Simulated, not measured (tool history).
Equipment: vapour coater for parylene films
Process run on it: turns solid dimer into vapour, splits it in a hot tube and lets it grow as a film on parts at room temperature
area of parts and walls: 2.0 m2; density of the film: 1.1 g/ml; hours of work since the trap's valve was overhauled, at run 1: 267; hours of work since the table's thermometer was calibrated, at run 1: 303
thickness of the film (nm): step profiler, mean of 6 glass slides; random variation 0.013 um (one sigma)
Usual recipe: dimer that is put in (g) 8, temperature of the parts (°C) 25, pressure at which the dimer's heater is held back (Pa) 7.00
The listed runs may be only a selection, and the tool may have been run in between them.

run	day	dimer that is put in (g)	temperature of the parts (°C)	pressure at which the dimer's heater is held back (Pa)	hours of work since the trap's valve was overhauled	hours of work since the table's thermometer was calibrated	thickness of the film (nm)
1	0.000	8	25	7.00	267	303	1760
2	1.046	8	25	7.00	277	313	1740
3	1.600	8	25	7.00	283	319	1750
4	2.633	8	25	7.00	293	329	1730
5	3.633	8	25	7.00	303	339	1720
6	4.712	8	25	7.00	313	349	1720
7	5.308	8	25	7.00	319	355	1730
8	6.383	8	31	7.00	329	365	1440
9	7.275	8	25	7.00	338	374	1700
10	8.042	8	25	7.00	346	382	1720
11	8.767	13	28	3.21	353	389	3050
# day 8.875: table's thermometer calibrated
12	9.754	13	28	3.21	362	9	3050
13	10.683	13	21	7.82	371	18	3020
14	11.608	13	21	7.82	380	27	3050
15	12.396	13	21	7.82	388	34	2990
16	12.854	13	21	7.82	393	39	3010
17	13.571	13	21	7.82	400	46	3010
# day 14.283: table's thermometer calibrated, once more
# day 14.696: trap's valve overhauled
18	14.788	4	29	3.00	1	3	1030

Predict each of these 5 candidate next runs independently; none follows another, all start after run 18:
A	15.588	12	25	2.43	9	11	?
B	15.588	6	23	5.78	9	11	?
C	15.588	8	30	7.00	9	11	?
D	15.588	11	29	3.00	9	11	?
E	15.588	4	29	6.19	9	11	?

run	thickness of the film (nm)
A	3640
B	1550
C	1600
D	2800
E	840
Without the tool's unlogged condition, the same runs would have read:
run	thickness of the film (nm)
A	3670
B	1560
C	1620
D	2820
E	850
